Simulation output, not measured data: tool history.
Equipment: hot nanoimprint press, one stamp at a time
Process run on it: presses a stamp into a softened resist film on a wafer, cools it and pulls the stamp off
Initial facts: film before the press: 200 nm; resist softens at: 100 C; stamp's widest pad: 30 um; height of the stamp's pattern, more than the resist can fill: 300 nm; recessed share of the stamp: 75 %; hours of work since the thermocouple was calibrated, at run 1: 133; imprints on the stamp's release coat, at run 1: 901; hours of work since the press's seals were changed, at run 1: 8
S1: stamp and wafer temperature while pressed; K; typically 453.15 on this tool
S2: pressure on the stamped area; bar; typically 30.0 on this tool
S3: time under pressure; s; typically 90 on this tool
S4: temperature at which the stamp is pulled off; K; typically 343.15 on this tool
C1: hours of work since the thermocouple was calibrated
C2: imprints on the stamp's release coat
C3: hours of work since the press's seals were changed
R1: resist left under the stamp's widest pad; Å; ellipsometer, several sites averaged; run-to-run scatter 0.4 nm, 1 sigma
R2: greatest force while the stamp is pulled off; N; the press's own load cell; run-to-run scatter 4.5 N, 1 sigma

run	hour	S1	S2	S3	S4	C1	C2	C3	R1	R2
1	0.0	453.15	30.0	90	343.15	133	901	8	1129	220
2	11.3	453.15	38.7	90	343.15	141	961	16	1022	217
3	22.2	453.15	38.7	90	343.15	148	1019	24	1027	221
4	35.6	444.15	30.0	90	343.15	158	1091	33	1386	223
5	43.3	444.15	30.0	90	343.15	163	1132	39	1392	217
6	55.3	453.15	30.0	90	343.15	171	1196	47	1135	224
7	70.8	453.15	30.0	90	343.15	182	1279	58	1131	232
8	85.2	453.15	30.0	90	343.15	192	1356	68	1127	216
9	100.5	453.15	30.0	61	343.15	203	1437	79	1280	222
10	115.3	453.15	30.0	153	343.15	213	1517	89	940	221
11	123.6	453.15	30.0	153	343.15	219	1561	95	937	227
12	136.6	454.15	30.0	90	343.15	228	1631	104	1106	219
13	144.2	454.15	30.0	90	343.15	234	1671	109	1101	224
14	160.1	453.15	30.0	90	343.15	245	1756	121	1137	225
15	176.7	453.15	30.0	90	343.15	256	1845	132	1135	224
16	191.4	453.15	33.5	168	343.15	267	1923	142	868	224
17	199.6	451.15	33.5	146	343.15	272	1967	148	970	215
18	213.6	452.15	18.6	126	339.15	282	2041	158	1238	235
19	220.7	456.15	30.6	126	339.15	287	2080	163	920	234
20	236.7	455.15	30.0	90	343.15	298	2165	174	1078	223
21	247.2	455.15	30.0	123	343.15	306	2221	182	967	222
# hour 258.8: plate thermocouple calibrated
22	260.5	455.15	30.0	123	343.15	1	2276	189	964	225
23	275.7	444.15	30.0	90	343.15	12	2357	199	1417	220
# hour 290.2: stamp cleaned and given a new release coat
24	292.3	444.15	30.0	90	343.15	19	11	207	1416	217
25	299.3	444.15	27.8	111	343.15	24	48	212	1368	218
26	315.3	448.15	43.8	90	343.15	35	133	223	1127	213
27	324.2	448.15	24.1	96	346.15	42	181	229	1358	210
28	336.2	464.15	24.1	96	346.15	50	245	238	925	211
29	345.0	462.15	30.0	90	336.15	56	292	244	901	224

Forecast each of these 4 alternatives for the next run:
A	360.9	444.15	30.0	131	341.15	67	377	255	?	?
B	360.9	462.15	22.1	54	347.15	67	377	255	?	?
C	360.9	453.15	30.0	133	343.15	67	377	255	?	?
D	360.9	462.15	30.0	68	336.15	67	377	255	?	?

run	R1	R2
A	1282	228
B	1221	208
C	998	221
D	1005	234
Take away the tool's hidden state, keep each run's random variation, and the runs would have read:
run	R1	R2
A	1265	228
B	1204	208
C	985	220
D	991	234

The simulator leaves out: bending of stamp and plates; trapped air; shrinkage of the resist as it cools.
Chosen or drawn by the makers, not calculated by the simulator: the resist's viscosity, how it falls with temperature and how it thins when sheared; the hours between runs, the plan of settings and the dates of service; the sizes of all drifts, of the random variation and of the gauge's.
